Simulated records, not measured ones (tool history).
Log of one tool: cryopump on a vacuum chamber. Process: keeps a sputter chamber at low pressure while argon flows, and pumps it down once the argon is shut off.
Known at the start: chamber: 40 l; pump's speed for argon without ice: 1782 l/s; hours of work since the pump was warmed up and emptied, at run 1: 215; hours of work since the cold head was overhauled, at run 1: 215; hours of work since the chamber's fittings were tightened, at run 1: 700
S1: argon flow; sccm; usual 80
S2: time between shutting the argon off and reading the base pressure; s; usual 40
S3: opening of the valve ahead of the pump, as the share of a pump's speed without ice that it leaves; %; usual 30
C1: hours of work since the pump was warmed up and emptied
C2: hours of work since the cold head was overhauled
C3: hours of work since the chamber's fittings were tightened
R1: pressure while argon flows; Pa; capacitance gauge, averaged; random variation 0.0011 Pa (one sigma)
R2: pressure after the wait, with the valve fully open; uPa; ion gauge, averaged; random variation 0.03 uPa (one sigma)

run,hour,S1,S2,S3,C1,C2,C3,R1,R2
1,0,80,40,30,215,215,700,0.2698,1.84
2,16.6,80,40,30,227,227,711,0.2689,1.85
3,32.9,80,40,30,238,238,723,0.2701,1.91
4,45.5,80,40,35,247,247,731,0.2363,1.88
5,61.6,37,40,35,258,258,742,0.1089,1.88
6,77,80,40,30,268,268,753,0.2718,1.88
7,87.4,80,40,30,275,275,760,0.2727,1.86
8,97.4,80,120,30,282,282,767,0.2724,1.05
9,113.1,80,120,30,293,293,778,0.2749,1.03
10,126.2,60,40,30,302,302,787,0.2058,1.95
11,141.4,60,40,30,312,312,797,0.2071,1.95
12,150.4,80,40,20,319,319,803,0.4015,1.99
# hour 164.4: pump warmed up, emptied and cooled again
13,169.9,80,40,20,4,329,813,0.3806,1.81
14,182.4,38,110,16,12,337,822,0.2273,0.93
15,191.2,38,110,16,18,343,828,0.2241,1.01
16,199.9,56,42,35,24,349,834,0.1537,1.75
17,209.4,119,43,27,31,356,840,0.4226,1.74
18,224,51,168,19,41,366,850,0.2567,0.82
19,235.3,43,40,46,49,373,858,0.0919,1.86
20,247,43,40,46,57,382,866,0.0907,1.86
21,257.6,83,130,28,64,389,873,0.2845,0.96
22,268,129,81,25,71,396,880,0.4985,1.15

Hidden state or all else? Some run-to-run changes of R1, split into what the settings, what came in and random variation would give without the hidden state, and what is left for the hidden state (with any gauge scatter that isn't in both results):
The hidden state here: pump's speed, % of a pump's without ice; cold plate's temperature, K; leak into the chamber, uPa l/s; drift of the gauge itself on working_pa, %; drift of the gauge itself on base_upa, %.
Run 5 -> 6: S1 37 -> 80, S3 35 -> 30. R1 +0.1629 Pa: hidden state +0.0108, all else +0.1521.
Run 12 -> 13: pump warmed up, emptied and cooled again. R1 -0.0209 Pa: hidden state -0.023, all else +0.0021.
Run 16 -> 17: S1 56 -> 119, S2 42 -> 43, S3 35 -> 27. R1 +0.2689 Pa: hidden state +0.0019, all else +0.267.
Run 21 -> 22: S1 83 -> 129, S2 130 -> 81, S3 28 -> 25. R1 +0.214 Pa: hidden state +0.0028, all else +0.2112.

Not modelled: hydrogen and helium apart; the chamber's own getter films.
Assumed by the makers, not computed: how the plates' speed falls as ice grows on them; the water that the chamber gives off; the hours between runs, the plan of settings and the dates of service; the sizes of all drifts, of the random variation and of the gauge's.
